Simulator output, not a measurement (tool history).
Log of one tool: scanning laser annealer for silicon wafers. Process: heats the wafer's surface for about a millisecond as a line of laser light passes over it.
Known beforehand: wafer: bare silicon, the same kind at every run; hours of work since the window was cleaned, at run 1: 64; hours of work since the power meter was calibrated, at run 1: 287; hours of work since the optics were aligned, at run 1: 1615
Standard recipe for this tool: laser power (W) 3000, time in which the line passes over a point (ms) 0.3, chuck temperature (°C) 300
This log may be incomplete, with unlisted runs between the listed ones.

| run | hour | laser power (W) | time in which the line passes over a point (ms) | chuck temperature (°C) | hours of work since the window was cleaned | hours of work since the power meter was calibrated | hours of work since the optics were aligned | highest temperature of the surface (°C) |
|---|---|---|---|---|---|---|---|---|
| 1 | 0 | 3000 | 0.3 | 300 | 64 | 287 | 1615 | 1087 |
| 2 | 30.5 | 3000 | 0.3 | 300 | 83 | 307 | 1634 | 1090 |
| 3 | 58.6 | 3000 | 0.3 | 300 | 101 | 325 | 1652 | 1086 |
| 4 | 96 | 3000 | 0.255 | 300 | 125 | 349 | 1676 | 1016 |
| 5 | 132 | 3000 | 0.255 | 300 | 148 | 372 | 1699 | 1016 |
| 6 | 162.9 | 3000 | 0.3 | 300 | 168 | 392 | 1719 | 1081 |
| 7 | 186.5 | 3000 | 0.327 | 300 | 183 | 407 | 1734 | 1119 |
|  | 207.6 | optics aligned, line set to its width |
| 8 | 214.7 | 3000 | 0.3 | 300 | 198 | 422 | 5 | 1089 |
| 9 | 231.5 | 3196 | 0.282 | 334 | 209 | 432 | 15 | 1154 |
| 10 | 269 | 3280 | 0.282 | 334 | 233 | 456 | 39 | 1173 |
| 11 | 287.6 | 3280 | 0.305 | 321 | 245 | 468 | 51 | 1191 |
| 12 | 310.3 | 3280 | 0.305 | 321 | 259 | 483 | 66 | 1190 |
| 13 | 344 | 2856 | 0.348 | 321 | 281 | 505 | 88 | 1131 |
| 14 | 380.4 | 2856 | 0.348 | 321 | 304 | 528 | 111 | 1129 |
| 15 | 404.4 | 2856 | 0.348 | 321 | 320 | 543 | 126 | 1124 |

Predict each of these 4 candidate next runs independently; none follows another, all start after run 15:
| A | 429.4 | 2710 | 0.236 | 300 | 336 | 559 | 142 | ? |
| B | 429.4 | 2856 | 0.262 | 311 | 336 | 559 | 142 | ? |
| C | 429.4 | 2856 | 0.215 | 321 | 336 | 559 | 142 | ? |
| D | 429.4 | 3178 | 0.229 | 306 | 336 | 559 | 142 | ? |

| run | highest temperature of the surface (°C) |
|---|---|
| A | 913 |
| B | 998 |
| C | 938 |
| D | 1020 |
With the hidden condition removed and each run's random variation left untouched, the same runs would have given:
| run | highest temperature of the surface (°C) |
|---|---|
| A | 934 |
| B | 1021 |
| C | 959 |
| D | 1043 |
